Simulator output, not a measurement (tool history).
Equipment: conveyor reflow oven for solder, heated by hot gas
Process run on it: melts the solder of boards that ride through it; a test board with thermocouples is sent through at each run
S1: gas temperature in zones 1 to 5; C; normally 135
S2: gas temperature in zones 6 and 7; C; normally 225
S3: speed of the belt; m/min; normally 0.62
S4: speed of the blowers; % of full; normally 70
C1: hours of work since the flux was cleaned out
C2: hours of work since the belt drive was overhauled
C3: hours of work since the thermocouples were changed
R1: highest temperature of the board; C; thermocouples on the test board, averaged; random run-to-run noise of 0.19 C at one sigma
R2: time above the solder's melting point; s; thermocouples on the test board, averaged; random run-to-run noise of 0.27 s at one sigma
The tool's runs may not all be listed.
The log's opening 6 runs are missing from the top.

run 7 hour=166.7 | S1=135 S2=225 S3=0.691 S4=70 | C1=120 C2=771 C3=46 | R1=203.3 R2=33.4
run 8 hour=187.1 | S1=128 S2=225 S3=0.62 S4=70 | C1=130 C2=782 C3=57 | R1=205.5 R2=38.1
run 9 hour=218.7 | S1=135 S2=225 S3=0.62 S4=53 | C1=146 C2=798 C3=73 | R1=200.2 R2=32.6
run 10 hour=257.9 | S1=135 S2=225 S3=0.62 S4=53 | C1=166 C2=818 C3=92 | R1=200.1 R2=32.6
run 11 hour=291.8 | S1=135 S2=240 S3=0.62 S4=70 | C1=183 C2=835 C3=110 | R1=219.3 R2=51.4
run 12 hour=318 | S1=134 S2=240 S3=0.62 S4=70 | C1=197 C2=848 C3=123 | R1=218.9 R2=50.8
run 13 hour=356.6 | S1=134 S2=240 S3=0.62 S4=70 | C1=216 C2=867 C3=142 | R1=218.6 R2=50.7
run 14 hour=389.9 | S1=134 S2=240 S3=0.62 S4=70 | C1=233 C2=884 C3=159 | R1=218.7 R2=51.2
run 15 hour=417.8 | S1=134 S2=240 S3=0.62 S4=70 | C1=247 C2=898 C3=173 | R1=218.7 R2=51.2
run 16 hour=445.1 | S1=135 S2=225 S3=0.62 S4=70 | C1=261 C2=912 C3=187 | R1=206 R2=41.2
run 17 hour=489.1 | S1=135 S2=237 S3=0.552 S4=63 | C1=283 C2=934 C3=209 | R1=218.2 R2=56.8
run 18 hour=521.2 | S1=135 S2=234 S3=0.62 S4=64 | C1=299 C2=951 C3=225 | R1=211.3 R2=45.1
run 19 hour=553.4 | S1=135 S2=225 S3=0.62 S4=79 | C1=315 C2=967 C3=242 | R1=207.9 R2=43.5
run 20 hour=592 | S1=135 S2=220 S3=0.702 S4=60 | C1=335 C2=986 C3=261 | R1=193.6 R2=19.9
-- hour=605.7 flux residue cleaned out of gas plates and filters
run 21 hour=623.2 | S1=135 S2=220 S3=0.517 S4=69 | C1=9 C2=1000 C3=274 | R1=208.9 R2=54.9
run 22 hour=666.6 | S1=126 S2=235 S3=0.564 S4=63 | C1=31 C2=1021 C3=296 | R1=215.8 R2=51.9
run 23 hour=700.6 | S1=126 S2=235 S3=0.658 S4=63 | C1=48 C2=1039 C3=314 | R1=209.7 R2=39
run 24 hour=733.9 | S1=126 S2=235 S3=0.658 S4=63 | C1=65 C2=1055 C3=330 | R1=209.8 R2=38.9
run 25 hour=777.9 | S1=126 S2=235 S3=0.658 S4=63 | C1=87 C2=1078 C3=353 | R1=209.2 R2=38.4
run 26 hour=798.5 | S1=150 S2=238 S3=0.641 S4=80 | C1=97 C2=1088 C3=363 | R1=223.1 R2=57.8
run 27 hour=833.4 | S1=150 S2=238 S3=0.641 S4=80 | C1=115 C2=1106 C3=381 | R1=223.7 R2=58.4
run 28 hour=873.2 | S1=150 S2=238 S3=0.641 S4=80 | C1=135 C2=1126 C3=401 | R1=223.6 R2=58.1
run 29 hour=895.5 | S1=150 S2=238 S3=0.641 S4=80 | C1=146 C2=1137 C3=412 | R1=223.2 R2=58
run 30 hour=928.5 | S1=135 S2=225 S3=0.67 S4=70 | C1=163 C2=1154 C3=429 | R1=204.7 R2=36.2
run 31 hour=949.6 | S1=135 S2=225 S3=0.67 S4=70 | C1=174 C2=1164 C3=439 | R1=205 R2=36.4

Forecast each of these 3 alternatives for the next run:
run A hour=970.1 | S1=120 S2=234 S3=0.6 S4=70 | C1=184 C2=1175 C3=450 | R1=? R2=?
run B hour=970.1 | S1=138 S2=221 S3=0.62 S4=72 | C1=184 C2=1175 C3=450 | R1=? R2=?
run C hour=970.1 | S1=135 S2=215 S3=0.723 S4=66 | C1=184 C2=1175 C3=450 | R1=? R2=?

run=A R1=213.2 R2=45.4
run=B R1=205.2 R2=41.6
run=C R1=192.5 R2=18.5
With the hidden condition removed and each run's random variation left untouched, the same runs would have given:
run=A R1=213.5 R2=44.6
run=B R1=205.4 R2=40.9
run=C R1=192.7 R2=18.4
